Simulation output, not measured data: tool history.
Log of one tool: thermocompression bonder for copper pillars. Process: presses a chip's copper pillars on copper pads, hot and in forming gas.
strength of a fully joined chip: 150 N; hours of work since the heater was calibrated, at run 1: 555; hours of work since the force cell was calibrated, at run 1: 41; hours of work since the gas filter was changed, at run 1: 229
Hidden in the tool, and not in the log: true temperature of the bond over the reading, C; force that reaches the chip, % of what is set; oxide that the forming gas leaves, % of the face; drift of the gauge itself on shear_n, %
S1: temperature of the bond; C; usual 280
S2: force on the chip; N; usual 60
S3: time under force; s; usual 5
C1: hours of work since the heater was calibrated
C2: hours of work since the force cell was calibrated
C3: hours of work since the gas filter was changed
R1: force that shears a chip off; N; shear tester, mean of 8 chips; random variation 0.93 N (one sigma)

| run | hour | S1 | S2 | S3 | C1 | C2 | C3 | R1 |
|---|---|---|---|---|---|---|---|---|
| 1 | 0.0 | 280 | 60 | 5 | 555 | 41 | 229 | 72.6 |
| 2 | 15.0 | 280 | 60 | 6 | 564 | 50 | 237 | 75.8 |
| 3 | 30.6 | 280 | 60 | 5 | 573 | 59 | 246 | 73.0 |
| 4 | 48.7 | 280 | 60 | 5 | 583 | 69 | 257 | 72.0 |
| 5 | 64.7 | 280 | 60 | 5 | 592 | 79 | 266 | 72.2 |
| 6 | 93.8 | 268 | 60 | 5 | 609 | 95 | 282 | 60.5 |
| 7 | 119.2 | 280 | 60 | 11 | 624 | 110 | 297 | 91.4 |
| 8 | 138.3 | 280 | 60 | 5 | 635 | 121 | 308 | 71.4 |
| 9 | 156.5 | 280 | 60 | 5 | 645 | 131 | 318 | 70.7 |
| 10 | 169.6 | 280 | 60 | 5 | 652 | 139 | 326 | 70.1 |
| 11 | 187.7 | 252 | 66 | 6 | 663 | 149 | 336 | 55.1 |
| 12 | 209.1 | 287 | 47 | 9 | 675 | 161 | 348 | 73.8 |
| 13 | 226.7 | 293 | 60 | 5 | 685 | 171 | 358 | 81.7 |
| 14 | 247.6 | 258 | 86 | 5 | 697 | 183 | 370 | 72.3 |
| 15 | 260.5 | 258 | 86 | 5 | 704 | 191 | 378 | 72.1 |
| 16 | 289.8 | 258 | 59 | 5 | 721 | 207 | 395 | 49.8 |
| 17 | 303.6 | 278 | 59 | 5 | 729 | 215 | 403 | 66.8 |
| 18 | 318.4 | 267 | 63 | 4 | 738 | 224 | 411 | 56.0 |

Forecast each of these 5 alternatives for the next run:
|  | 327.0 | forming gas filter changed |
| A | 346.9 | 308 | 60 | 5 | 754 | 240 | 11 | ? |
|  | 327.0 | forming gas filter changed |
| B | 346.9 | 262 | 60 | 5 | 754 | 240 | 11 | ? |
|  | 327.0 | forming gas filter changed |
| C | 346.9 | 271 | 77 | 8 | 754 | 240 | 11 | ? |
|  | 327.0 | forming gas filter changed |
| D | 346.9 | 262 | 88 | 6 | 754 | 240 | 11 | ? |
|  | 327.0 | forming gas filter changed |
| E | 346.9 | 308 | 43 | 4 | 754 | 240 | 11 | ? |

| run | R1 |
|---|---|
| A | 101.2 |
| B | 59.5 |
| C | 95.1 |
| D | 88.5 |
| E | 71.3 |
Without the tool's hidden state the same runs would have given:
| run | R1 |
|---|---|
| A | 104.7 |
| B | 62.7 |
| C | 98.8 |
| D | 92.3 |
| E | 74.5 |
